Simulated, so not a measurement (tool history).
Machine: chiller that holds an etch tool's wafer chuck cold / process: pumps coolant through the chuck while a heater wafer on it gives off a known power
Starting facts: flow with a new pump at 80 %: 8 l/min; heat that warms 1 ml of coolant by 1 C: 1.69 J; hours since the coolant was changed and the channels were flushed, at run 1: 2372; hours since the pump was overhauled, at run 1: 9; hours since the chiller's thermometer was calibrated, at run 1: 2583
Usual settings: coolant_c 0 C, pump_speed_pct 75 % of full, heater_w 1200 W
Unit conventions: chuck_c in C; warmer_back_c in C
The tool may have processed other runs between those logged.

run   hour  coolant_c  pump_speed_pct  heater_w  hours since the coolant was changed and the channels were flushed  hours since the pump was overhauled  hours since the chiller's thermometer was calibrated  chuck_c  warmer_back_c
  1      0          0              75      1200                                                               2372                                    9                                                  2583      9.4           5.72
  2   22.8          0              75      1175                                                               2395                                   32                                                  2606      9.2           5.61
  3   50.7          0              85      1200                                                               2423                                   59                                                  2634      8.5           4.99
  4   77.8          0              85      1200                                                               2450                                   87                                                  2661      8.4           4.98
  5  105.7          0              75      1200                                                               2478                                  115                                                  2689      9.5           5.75
  6  136.4          0              75      1200                                                               2509                                  145                                                  2720      9.5           5.68
  7  158.9          0              75      1200                                                               2531                                  168                                                  2742      9.8           5.71
  8  174.1          0              75       859                                                               2546                                  183                                                  2757      6.9           4.06
  9  197.6          0              75       859                                                               2570                                  206                                                  2781      6.8           4.06
 10  210.7          0              75       859                                                               2583                                  219                                                  2794      6.9           4.11
 11    238          0              75       859                                                               2610                                  247                                                  2821      6.7            4.1
 12    264          0              75       859                                                               2636                                  273                                                  2847      6.8           4.09
 13  289.8          0              75       859                                                               2662                                  299                                                  2873      6.9           4.17
 14  317.2          0              75       859                                                               2690                                  326                                                  2901      6.7           4.11
 15    342          0              75      1200                                                               2714                                  351                                                  2925      9.6           5.74
 16  364.7          0              75      1200                                                               2737                                  373                                                  2948      9.6           5.75
 17  390.2          0              75      1200                                                               2763                                  399                                                  2974      9.4            5.7
 18  414.8          0              75      1200                                                               2787                                  424                                                  2998      9.5            5.7
 19  437.5          0              75      1200                                                               2810                                  446                                                  3021      9.6           5.72

Run 20 comes next. What will it give?
 20   451         -2              75      1414                                                               2823                                  460                                                  3034        ?              ?

{"run 20": {"chuck_c": 9.1, "warmer_back_c": 6.74}}
With no hidden state in the tool, this same run would have given chuck_c 9.1 C, warmer_back_c 6.74 C.
